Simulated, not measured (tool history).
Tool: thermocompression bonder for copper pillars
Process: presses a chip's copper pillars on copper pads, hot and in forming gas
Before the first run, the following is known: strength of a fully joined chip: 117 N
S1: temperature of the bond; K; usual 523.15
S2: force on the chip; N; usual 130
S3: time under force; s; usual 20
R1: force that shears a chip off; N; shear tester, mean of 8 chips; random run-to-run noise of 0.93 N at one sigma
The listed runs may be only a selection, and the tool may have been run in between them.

run  hour      S1   S2  S3    R1
  1     0  523.15  130  20  76.9
  2   5.5  523.15  130  20  77.7
  3  12.1  523.15  130  20  79.3
  4  19.4  524.15  130  20  78.5
  5  26.4  524.15  130  20  79.2
  6  31.6  523.15  130  20  76.7
  7  36.2  523.15  130  20  76.2
  8  42.7  523.15  130  20  78.1
  9  48.2  520.15  123  53  93.9
 10  55.8  534.15  110  26  84.3
 11  62.1  540.15  188  20   103
 12  71.9  540.15  188  20   102
 13  81.4  523.15  170  34  96.7
 14  88.4  523.15   84  24  61.7

4 ways to go on from here, each from the tool as it stands after run 14. What would each give?
  A  93.5  512.15  194  59   ?
  B  93.5  511.15   84  24   ?
  C  93.5  495.15   84  24   ?
  D  93.5  527.15  136  16   ?

run     R1
  A  107.5
  B   56.1
  C   45.9
  D     77
What these runs would have given with no unlogged condition in the tool:
run     R1
  A  107.9
  B   56.5
  C   46.3
  D   77.5
